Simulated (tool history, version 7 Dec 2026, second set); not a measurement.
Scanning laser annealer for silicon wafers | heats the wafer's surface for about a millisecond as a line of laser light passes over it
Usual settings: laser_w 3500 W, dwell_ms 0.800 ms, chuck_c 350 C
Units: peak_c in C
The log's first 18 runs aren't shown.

run,hour,laser_w,dwell_ms,chuck_c,peak_c
19,249.9,3500,0.800,350,1134
20,258.1,3500,0.800,350,1131
21,270.3,3625,0.652,346,1094
22,278.2,3542,0.800,350,1142
23,286.6,3500,0.796,388,1171
24,300.4,3577,0.600,336,1041
25,317.5,3577,0.600,336,1044
26,334.8,3174,0.940,350,1095
27,348.9,3174,0.940,350,1090
28,362.7,3829,0.606,353,1125
29,376.9,3500,0.586,339,1021
30,394.4,3500,0.586,339,1024
31,409.6,3500,0.586,339,1021
32,419.6,3500,0.586,339,1018
33,432.4,3761,0.776,380,1222
34,444.3,3843,0.595,377,1150
35,457.1,3843,0.595,377,1148
36,467.3,3843,0.595,377,1150
# hour 475.0: optics aligned, line set to its width
37,487.6,3591,0.739,342,1122
38,499.5,3463,0.800,338,1109
39,507.2,3399,0.800,351,1103

Forecast each of these 3 alternatives for the next run:
A,518.1,3399,0.724,329,?
B,518.1,3802,0.733,330,?
C,518.1,3500,0.956,374,?

run,peak_c
A,1054
B,1166
C,1220
Without the tool's hidden state the same runs would have given:
run,peak_c
A,1055
B,1167
C,1221
